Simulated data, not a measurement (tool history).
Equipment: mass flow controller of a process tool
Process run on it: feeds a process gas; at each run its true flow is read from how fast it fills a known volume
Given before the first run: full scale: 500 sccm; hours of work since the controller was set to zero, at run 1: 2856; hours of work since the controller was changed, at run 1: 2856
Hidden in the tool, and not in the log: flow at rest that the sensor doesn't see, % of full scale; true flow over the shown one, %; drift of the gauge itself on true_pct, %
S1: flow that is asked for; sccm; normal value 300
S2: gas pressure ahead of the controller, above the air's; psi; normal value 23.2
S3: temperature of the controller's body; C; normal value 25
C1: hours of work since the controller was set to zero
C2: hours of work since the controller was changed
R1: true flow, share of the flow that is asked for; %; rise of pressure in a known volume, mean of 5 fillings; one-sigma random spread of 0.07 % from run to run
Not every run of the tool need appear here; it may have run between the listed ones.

run    hour   S1    S2  S3    C1    C2      R1
  1       0  300  23.2  25  2856  2856   98.81
  2    94.9  300  23.2  25  2920  2920   98.76
  3   179.9  300  23.2  25  2977  2977   98.87
  4   266.2  300  23.2  25  3035  3035   98.72
  5   355.5  300  23.2  25  3095  3095   98.77
  6   465.5  300  25.2  25  3169  3169   98.93
  7   548.7  300  25.2  25  3225  3225   98.78
  8   660.2  300  25.2  25  3299  3299   98.75
  9   720.4  300  23.2  27  3340  3340   98.41
 10     803  300  23.2  25  3395  3395    98.6
 11   872.1  300  23.2  32  3442  3442   97.82
 12   974.9  300  23.2  22  3511  3511   99.07
 13  1031.9  188  23.2  22  3549  3549   97.93
 14  1107.4  188  23.2  22  3600  3600   97.84
 15  1180.7  300  23.2  25  3649  3649   98.64
 16    1281  300  23.2  25  3716  3716   98.67
 17    1376  300  23.2  25  3780  3780   98.55
 18  1464.8  322  23.2  25  3840  3840   98.59
     1474.9  -- controller's zero set anew
 19  1513.1  300  40.3  25    26  3872   98.62
 20  1573.6  300  23.2  25    66  3912   97.82
 21    1668  300    26  25   130  3976    98.2
 22  1750.8  149  23.2  25   185  4031   95.47
     1775.5  -- controller's zero set anew, once more
 23  1840.2  149  23.2  25    43  4091   99.64
 24  1923.4  149  23.2  25    99  4147   99.67
 25  2027.6  208    36  30   169  4217   99.56
 26  2083.2  217    36  30   207  4254   99.62
 27  2183.2   95  23.2  21   274  4321    99.8
 28  2289.8   70  39.3  35   345  4393   98.34
 29  2398.9  273  22.3  37   419  4466   98.37
 30  2496.3  112  27.8  32   484  4531   98.46
 31    2588  491  21.5  39   545  4593   98.83
 32  2643.4  491  21.5  39   583  4630   98.77
 33  2718.4   79  21.5  40   633  4680   96.78
 34    2828   60  23.2  25   707  4754   98.04
 35    2921  300    21  25   769  4816   99.94
 36  2973.2  300    21  25   804  4852   99.72
 37  3049.2  300    21  25   855  4903   99.76
 38    3110  300    21  25   896  4943   99.81
 39  3212.8  113  28.4  25   965  5012   98.88
 40  3319.9  113  28.4  25  1037  5084   98.93
 41  3367.6   62  23.2  33  1069  5116    96.6
 42  3465.7  215  23.2  28  1135  5182   99.06
 43  3574.5  267  21.2  35  1208  5255   98.32
 44  3640.8  207  21.8  30  1252  5300   98.67
 45  3733.5  146  39.5  30  1315  5362   98.89
 46  3784.6  389  37.9  25  1349  5396  100.69
 47  3851.2   93    21  38  1394  5441    96.5
 48  3938.6  308  37.9  25  1452  5500   100.2

What if the next run were any one of these 4? Each begins from the tool's condition after run 48:
  A  3992   83  23.2  25  1488  5536   ?
  B  3992  127  23.2  25  1488  5536   ?
  C  3992   51    30  20  1488  5536   ?
  D  3992  308  22.8  33  1488  5536   ?

run     R1
  A  97.63
  B  98.67
  C   97.3
  D  98.76
With no hidden state in the tool, these same runs would have given:
run     R1
  A  98.59
  B  98.94
  C  99.52
  D  98.26
